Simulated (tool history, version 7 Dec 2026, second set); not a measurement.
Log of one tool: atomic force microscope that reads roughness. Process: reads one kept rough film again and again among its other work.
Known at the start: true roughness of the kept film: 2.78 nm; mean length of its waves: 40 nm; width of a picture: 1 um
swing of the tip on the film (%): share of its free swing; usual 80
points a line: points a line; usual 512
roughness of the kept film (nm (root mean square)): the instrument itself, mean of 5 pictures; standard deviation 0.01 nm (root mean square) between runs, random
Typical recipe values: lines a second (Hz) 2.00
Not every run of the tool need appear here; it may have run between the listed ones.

run	hour	lines a second (Hz)	swing of the tip on the film (%)	points a line	roughness of the kept film (nm (root mean square))
1	0.0	2.00	80	512	2.070
2	62.2	2.00	66	512	2.154
3	109.1	2.00	66	512	2.448
4	150.6	2.00	66	512	2.376
5	211.4	2.00	66	512	2.287
6	259.1	2.00	78	512	2.093
7	298.2	2.00	78	512	2.058
8	349.0	2.00	78	512	2.346
9	414.8	2.00	78	512	2.220
10	461.4	2.00	78	512	2.170
11	511.4	2.00	80	512	2.079
12	544.0	2.00	80	512	2.050
13	601.2	2.00	80	512	2.300
14	658.2	2.00	80	512	2.233
15	706.5	2.00	80	512	2.140
16	766.8	2.00	80	512	2.066
17	833.7	2.00	80	512	2.025
18	879.3	2.00	80	316	2.267
19	912.4	2.00	80	966	2.247
20	945.7	2.00	80	457	2.169
21	991.7	2.00	80	457	2.136
22	1047.7	2.00	80	457	2.056
23	1115.9	0.60	56	428	2.582
24	1164.8	2.00	63	512	2.394
25	1225.9	2.00	63	512	2.313
26	1275.2	2.00	63	512	2.230
27	1315.9	1.08	80	466	2.163
28	1382.1	3.27	80	512	2.098
29	1409.6	3.27	80	512	2.056
30	1437.2	3.27	80	512	2.006
31	1482.0	2.00	78	632	2.139
32	1515.9	3.26	80	356	1.943
33	1560.1	3.03	78	888	1.947
34	1595.4	3.03	78	888	1.916
35	1643.0	1.98	55	854	2.480
36	1695.2	0.92	55	427	2.455
37	1750.6	0.92	55	427	2.371
38	1804.0	2.00	78	651	2.060
39	1865.9	2.00	84	512	2.225
40	1905.8	1.17	80	512	2.378
41	1940.0	2.24	55	492	2.430
42	1974.1	2.00	78	709	2.186
43	2037.9	0.60	87	512	2.248

Put back what was entered between runs (10 entries, withheld): which listed runs does each sit between, and how does the hidden state differ from the listed run before to the listed run after?
Runs 2 to 3: new tip fitted (hour 80.0)
  radius of the tip, nm: 32.6 -> 10.3; height scale over the true one, %: 0.7 -> 0.72
  measured result minus the result with no hidden state, roughness of the kept film (nm (root mean square)): -0.343 -> -0.035
Runs 7 to 8: new tip fitted (hour 331.8)
  radius of the tip, nm: 30.1 -> 9; height scale over the true one, %: 0.79 -> 0.81
  measured result minus the result with no hidden state, roughness of the kept film (nm (root mean square)): -0.292 -> -0.011
Runs 12 to 13: new tip fitted (hour 588.0)
  radius of the tip, nm: 28.4 -> 9; height scale over the true one, %: 0.88 -> 0.91
  measured result minus the result with no hidden state, roughness of the kept film (nm (root mean square)): -0.267 -> -0.009
Runs 16 to 17: height scale calibrated on a step standard (hour 772.8)
  radius of the tip, nm: 25.2 -> 31.7; height scale over the true one, %: 0.97 -> 1.22
  measured result minus the result with no hidden state, roughness of the kept film (nm (root mean square)): -0.224 -> -0.299
Runs 17 to 18: new tip fitted (hour 844.9)
  radius of the tip, nm: 31.7 -> 10.9; height scale over the true one, %: 1.22 -> 1.23
  measured result minus the result with no hidden state, roughness of the kept film (nm (root mean square)): -0.299 -> -0.029
Runs 22 to 23: height scale calibrated on a step standard, once more (hour 1082.3); new tip fitted (hour 1100.1)
  radius of the tip, nm: 27.9 -> 8.9; height scale over the true one, %: 1.3 -> -0.15
  measured result minus the result with no hidden state, roughness of the kept film (nm (root mean square)): -0.252 -> -0.035
Runs 27 to 28: new tip fitted (hour 1352.2)
  radius of the tip, nm: 28.7 -> 10.4; height scale over the true one, %: -0.08 -> -0.05
  measured result minus the result with no hidden state, roughness of the kept film (nm (root mean square)): -0.310 -> -0.048
Runs 34 to 35: new tip fitted (hour 1607.2)
  radius of the tip, nm: 30.3 -> 11.3; height scale over the true one, %: 0.03 -> 0.05
  measured result minus the result with no hidden state, roughness of the kept film (nm (root mean square)): -0.293 -> -0.069
Runs 38 to 39: new tip fitted (hour 1859.0)
  radius of the tip, nm: 27.1 -> 7.9; height scale over the true one, %: 0.11 -> 0.14
  measured result minus the result with no hidden state, roughness of the kept film (nm (root mean square)): -0.269 -> -0.010

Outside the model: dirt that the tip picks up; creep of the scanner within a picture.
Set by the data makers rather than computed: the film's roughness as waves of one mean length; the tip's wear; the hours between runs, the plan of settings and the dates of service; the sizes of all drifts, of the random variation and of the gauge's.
